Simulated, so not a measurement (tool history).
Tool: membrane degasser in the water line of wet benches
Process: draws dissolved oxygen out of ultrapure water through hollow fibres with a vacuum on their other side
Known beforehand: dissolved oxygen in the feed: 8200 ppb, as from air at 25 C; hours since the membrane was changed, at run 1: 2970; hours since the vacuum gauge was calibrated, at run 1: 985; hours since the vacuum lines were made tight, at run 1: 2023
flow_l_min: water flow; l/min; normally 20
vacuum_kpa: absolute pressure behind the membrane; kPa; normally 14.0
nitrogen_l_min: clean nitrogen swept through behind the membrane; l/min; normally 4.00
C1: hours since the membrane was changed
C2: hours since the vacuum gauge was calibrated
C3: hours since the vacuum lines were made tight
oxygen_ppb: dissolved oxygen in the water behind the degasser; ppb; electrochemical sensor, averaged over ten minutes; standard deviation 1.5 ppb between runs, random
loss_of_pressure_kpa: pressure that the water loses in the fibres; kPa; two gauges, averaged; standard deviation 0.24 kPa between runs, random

{"run": 1, "hour": 0.0, "flow_l_min": 20, "vacuum_kpa": 14.0, "nitrogen_l_min": 4.0, "C1": 2970, "C2": 985, "C3": 2023, "oxygen_ppb": 152.9, "loss_of_pressure_kpa": 65.39}
{"run": 2, "hour": 69.9, "flow_l_min": 20, "vacuum_kpa": 14.0, "nitrogen_l_min": 4.0, "C1": 3040, "C2": 1054, "C3": 2093, "oxygen_ppb": 153.4, "loss_of_pressure_kpa": 65.35}
{"run": 3, "hour": 160.8, "flow_l_min": 20, "vacuum_kpa": 14.0, "nitrogen_l_min": 5.14, "C1": 3131, "C2": 1145, "C3": 2184, "oxygen_ppb": 126.8, "loss_of_pressure_kpa": 65.88}
{"run": 4, "hour": 263.4, "flow_l_min": 31, "vacuum_kpa": 14.0, "nitrogen_l_min": 4.0, "C1": 3233, "C2": 1248, "C3": 2286, "oxygen_ppb": 283.5, "loss_of_pressure_kpa": 101.74}
{"run": 5, "hour": 399.2, "flow_l_min": 31, "vacuum_kpa": 14.0, "nitrogen_l_min": 4.0, "C1": 3369, "C2": 1384, "C3": 2422, "oxygen_ppb": 285.8, "loss_of_pressure_kpa": 102.48}
{"run": 6, "hour": 471.3, "flow_l_min": 31, "vacuum_kpa": 14.0, "nitrogen_l_min": 4.0, "C1": 3441, "C2": 1456, "C3": 2494, "oxygen_ppb": 286.9, "loss_of_pressure_kpa": 102.24}
{"run": 7, "hour": 557.8, "flow_l_min": 31, "vacuum_kpa": 14.0, "nitrogen_l_min": 4.0, "C1": 3528, "C2": 1542, "C3": 2581, "oxygen_ppb": 287.8, "loss_of_pressure_kpa": 103.23}
{"run": 8, "hour": 643.0, "flow_l_min": 31, "vacuum_kpa": 14.0, "nitrogen_l_min": 4.0, "C1": 3613, "C2": 1628, "C3": 2666, "oxygen_ppb": 284.1, "loss_of_pressure_kpa": 102.81}
{"run": 9, "hour": 754.5, "flow_l_min": 20, "vacuum_kpa": 20.0, "nitrogen_l_min": 4.0, "C1": 3724, "C2": 1739, "C3": 2778, "oxygen_ppb": 227.7, "loss_of_pressure_kpa": 66.38}
{"run": 10, "hour": 834.4, "flow_l_min": 20, "vacuum_kpa": 20.0, "nitrogen_l_min": 4.0, "C1": 3804, "C2": 1819, "C3": 2858, "oxygen_ppb": 230.1, "loss_of_pressure_kpa": 66.12}
{"run": 11, "hour": 976.4, "flow_l_min": 20, "vacuum_kpa": 14.0, "nitrogen_l_min": 5.98, "C1": 3946, "C2": 1961, "C3": 2999, "oxygen_ppb": 115.1, "loss_of_pressure_kpa": 65.87}
{"run": 12, "hour": 1041.4, "flow_l_min": 20, "vacuum_kpa": 14.0, "nitrogen_l_min": 5.98, "C1": 4011, "C2": 2026, "C3": 3065, "oxygen_ppb": 113.3, "loss_of_pressure_kpa": 66.65}
{"run": 13, "hour": 1165.9, "flow_l_min": 20, "vacuum_kpa": 14.0, "nitrogen_l_min": 5.98, "C1": 4136, "C2": 2150, "C3": 3189, "oxygen_ppb": 115.7, "loss_of_pressure_kpa": 66.55}
{"run": 14, "hour": 1278.6, "flow_l_min": 20, "vacuum_kpa": 28.2, "nitrogen_l_min": 5.98, "C1": 4248, "C2": 2263, "C3": 3302, "oxygen_ppb": 226.6, "loss_of_pressure_kpa": 67.27}
{"run": 15, "hour": 1360.6, "flow_l_min": 20, "vacuum_kpa": 28.2, "nitrogen_l_min": 3.43, "C1": 4331, "C2": 2345, "C3": 3384, "oxygen_ppb": 370.0, "loss_of_pressure_kpa": 67.26}
{"run": 16, "hour": 1419.3, "flow_l_min": 20, "vacuum_kpa": 14.0, "nitrogen_l_min": 4.0, "C1": 4389, "C2": 2404, "C3": 3442, "oxygen_ppb": 157.8, "loss_of_pressure_kpa": 67.06}
{"run": 17, "hour": 1543.4, "flow_l_min": 20, "vacuum_kpa": 10.6, "nitrogen_l_min": 4.01, "C1": 4513, "C2": 2528, "C3": 3566, "oxygen_ppb": 117.0, "loss_of_pressure_kpa": 67.41}
{"run": 18, "hour": 1614.4, "flow_l_min": 20, "vacuum_kpa": 34.9, "nitrogen_l_min": 4.0, "C1": 4584, "C2": 2599, "C3": 3637, "oxygen_ppb": 405.5, "loss_of_pressure_kpa": 67.28}
{"run": 19, "hour": 1685.9, "flow_l_min": 20, "vacuum_kpa": 34.9, "nitrogen_l_min": 4.0, "C1": 4656, "C2": 2671, "C3": 3709, "oxygen_ppb": 407.4, "loss_of_pressure_kpa": 67.54}
{"hour": 1696.4, "done": "vacuum gauge calibrated"}
{"run": 20, "hour": 1786.0, "flow_l_min": 13, "vacuum_kpa": 24.1, "nitrogen_l_min": 4.0, "C1": 4755, "C2": 90, "C3": 3809, "oxygen_ppb": 178.6, "loss_of_pressure_kpa": 43.8}
{"run": 21, "hour": 1883.3, "flow_l_min": 13, "vacuum_kpa": 24.1, "nitrogen_l_min": 4.0, "C1": 4853, "C2": 187, "C3": 3906, "oxygen_ppb": 179.4, "loss_of_pressure_kpa": 44.41}
{"run": 22, "hour": 1972.7, "flow_l_min": 20, "vacuum_kpa": 14.0, "nitrogen_l_min": 7.07, "C1": 4942, "C2": 276, "C3": 3995, "oxygen_ppb": 104.7, "loss_of_pressure_kpa": 67.88}
{"run": 23, "hour": 2056.8, "flow_l_min": 17, "vacuum_kpa": 29.4, "nitrogen_l_min": 1.88, "C1": 5026, "C2": 360, "C3": 4079, "oxygen_ppb": 567.9, "loss_of_pressure_kpa": 58.08}
{"run": 24, "hour": 2124.8, "flow_l_min": 16, "vacuum_kpa": 15.2, "nitrogen_l_min": 4.0, "C1": 5094, "C2": 428, "C3": 4147, "oxygen_ppb": 136.3, "loss_of_pressure_kpa": 54.78}
{"run": 25, "hour": 2198.7, "flow_l_min": 30, "vacuum_kpa": 14.0, "nitrogen_l_min": 1.7, "C1": 5168, "C2": 502, "C3": 4221, "oxygen_ppb": 529.8, "loss_of_pressure_kpa": 102.45}
{"run": 26, "hour": 2307.3, "flow_l_min": 30, "vacuum_kpa": 14.0, "nitrogen_l_min": 1.7, "C1": 5277, "C2": 611, "C3": 4330, "oxygen_ppb": 528.1, "loss_of_pressure_kpa": 101.64}
{"hour": 2413.6, "done": "seals of the vacuum lines changed"}
{"hour": 2422.4, "done": "vacuum gauge calibrated, once more"}
{"run": 27, "hour": 2449.8, "flow_l_min": 13, "vacuum_kpa": 20.2, "nitrogen_l_min": 6.15, "C1": 5417, "C2": 27, "C3": 36, "oxygen_ppb": 93.2, "loss_of_pressure_kpa": 44.35}
{"run": 28, "hour": 2585.4, "flow_l_min": 13, "vacuum_kpa": 20.2, "nitrogen_l_min": 6.15, "C1": 5552, "C2": 163, "C3": 171, "oxygen_ppb": 91.9, "loss_of_pressure_kpa": 44.81}
{"run": 29, "hour": 2688.0, "flow_l_min": 13, "vacuum_kpa": 20.2, "nitrogen_l_min": 6.15, "C1": 5655, "C2": 266, "C3": 274, "oxygen_ppb": 92.3, "loss_of_pressure_kpa": 44.7}
{"run": 30, "hour": 2801.1, "flow_l_min": 22, "vacuum_kpa": 20.2, "nitrogen_l_min": 6.15, "C1": 5768, "C2": 379, "C3": 387, "oxygen_ppb": 181.5, "loss_of_pressure_kpa": 75.93}
{"run": 31, "hour": 2944.7, "flow_l_min": 20, "vacuum_kpa": 14.0, "nitrogen_l_min": 2.82, "C1": 5912, "C2": 522, "C3": 531, "oxygen_ppb": 207.8, "loss_of_pressure_kpa": 69.09}

What if the next run were any one of these 4? Each begins from the tool's condition after run 31:
{"run": "A", "hour": 3082.5, "flow_l_min": 19, "vacuum_kpa": 28.2, "nitrogen_l_min": 4.1, "C1": 6049, "C2": 660, "C3": 668, "oxygen_ppb": "?", "loss_of_pressure_kpa": "?"}
{"run": "B", "hour": 3082.5, "flow_l_min": 17, "vacuum_kpa": 14.0, "nitrogen_l_min": 6.58, "C1": 6049, "C2": 660, "C3": 668, "oxygen_ppb": "?", "loss_of_pressure_kpa": "?"}
{"run": "C", "hour": 3082.5, "flow_l_min": 23, "vacuum_kpa": 14.0, "nitrogen_l_min": 5.44, "C1": 6049, "C2": 660, "C3": 668, "oxygen_ppb": "?", "loss_of_pressure_kpa": "?"}
{"run": "D", "hour": 3082.5, "flow_l_min": 19, "vacuum_kpa": 14.6, "nitrogen_l_min": 4.0, "C1": 6049, "C2": 660, "C3": 668, "oxygen_ppb": "?", "loss_of_pressure_kpa": "?"}

run=A oxygen_ppb=299.7 loss_of_pressure_kpa=65.80
run=B oxygen_ppb=81.9 loss_of_pressure_kpa=58.95
run=C oxygen_ppb=156.6 loss_of_pressure_kpa=79.89
run=D oxygen_ppb=153.8 loss_of_pressure_kpa=65.72
With no hidden state in the tool, these same runs would have given:
run=A oxygen_ppb=287.1 loss_of_pressure_kpa=58.95
run=B oxygen_ppb=73.8 loss_of_pressure_kpa=52.82
run=C oxygen_ppb=135.5 loss_of_pressure_kpa=71.60
run=D oxygen_ppb=141.5 loss_of_pressure_kpa=58.89
